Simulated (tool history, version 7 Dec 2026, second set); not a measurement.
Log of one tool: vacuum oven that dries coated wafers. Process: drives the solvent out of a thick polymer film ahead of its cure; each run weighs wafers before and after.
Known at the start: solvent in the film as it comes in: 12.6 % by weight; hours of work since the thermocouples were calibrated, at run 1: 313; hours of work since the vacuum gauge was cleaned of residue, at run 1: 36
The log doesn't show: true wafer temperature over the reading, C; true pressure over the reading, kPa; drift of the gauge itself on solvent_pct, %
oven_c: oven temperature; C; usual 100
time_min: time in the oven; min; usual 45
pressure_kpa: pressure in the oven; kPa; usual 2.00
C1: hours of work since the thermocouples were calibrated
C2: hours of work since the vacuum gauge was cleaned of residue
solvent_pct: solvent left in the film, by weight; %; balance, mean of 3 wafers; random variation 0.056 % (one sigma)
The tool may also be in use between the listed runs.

{"run": 1, "hour": 0.0, "oven_c": 100, "time_min": 45, "pressure_kpa": 2.0, "C1": 313, "C2": 36, "solvent_pct": 2.66}
{"run": 2, "hour": 34.4, "oven_c": 100, "time_min": 45, "pressure_kpa": 2.0, "C1": 339, "C2": 61, "solvent_pct": 2.7}
{"run": 3, "hour": 68.3, "oven_c": 100, "time_min": 45, "pressure_kpa": 2.0, "C1": 365, "C2": 87, "solvent_pct": 2.56}
{"run": 4, "hour": 90.9, "oven_c": 100, "time_min": 45, "pressure_kpa": 2.0, "C1": 381, "C2": 104, "solvent_pct": 2.72}
{"run": 5, "hour": 107.1, "oven_c": 100, "time_min": 45, "pressure_kpa": 4.61, "C1": 394, "C2": 116, "solvent_pct": 4.98}
{"run": 6, "hour": 140.4, "oven_c": 100, "time_min": 45, "pressure_kpa": 6.54, "C1": 418, "C2": 141, "solvent_pct": 6.43}
{"run": 7, "hour": 159.5, "oven_c": 100, "time_min": 45, "pressure_kpa": 6.54, "C1": 433, "C2": 155, "solvent_pct": 6.27}
{"run": 8, "hour": 182.1, "oven_c": 100, "time_min": 45, "pressure_kpa": 6.54, "C1": 450, "C2": 172, "solvent_pct": 6.43}
{"run": 9, "hour": 209.2, "oven_c": 100, "time_min": 32, "pressure_kpa": 6.54, "C1": 470, "C2": 192, "solvent_pct": 6.87}
{"run": 10, "hour": 239.5, "oven_c": 100, "time_min": 45, "pressure_kpa": 2.0, "C1": 492, "C2": 215, "solvent_pct": 2.67}
{"run": 11, "hour": 272.3, "oven_c": 97, "time_min": 61, "pressure_kpa": 2.0, "C1": 517, "C2": 239, "solvent_pct": 2.63}
{"run": 12, "hour": 304.6, "oven_c": 114, "time_min": 33, "pressure_kpa": 2.0, "C1": 541, "C2": 263, "solvent_pct": 1.33}
{"run": 13, "hour": 330.7, "oven_c": 114, "time_min": 33, "pressure_kpa": 2.0, "C1": 561, "C2": 283, "solvent_pct": 1.35}
{"run": 14, "hour": 349.6, "oven_c": 114, "time_min": 33, "pressure_kpa": 2.0, "C1": 575, "C2": 297, "solvent_pct": 1.43}
{"run": 15, "hour": 367.1, "oven_c": 100, "time_min": 45, "pressure_kpa": 2.0, "C1": 588, "C2": 310, "solvent_pct": 2.59}
{"run": 16, "hour": 385.0, "oven_c": 98, "time_min": 45, "pressure_kpa": 2.0, "C1": 601, "C2": 324, "solvent_pct": 3.0}
{"run": 17, "hour": 418.0, "oven_c": 98, "time_min": 45, "pressure_kpa": 2.0, "C1": 626, "C2": 348, "solvent_pct": 2.94}
{"run": 18, "hour": 447.9, "oven_c": 98, "time_min": 72, "pressure_kpa": 2.87, "C1": 648, "C2": 371, "solvent_pct": 3.1}

The next listed run, before its measurement:
{"run": 19, "hour": 476.7, "oven_c": 87, "time_min": 46, "pressure_kpa": 6.92, "C1": 670, "C2": 392, "solvent_pct": "?"}

solvent_pct: 10.57 %
Without the tool's hidden state the same run would have given solvent_pct 10.57 %.
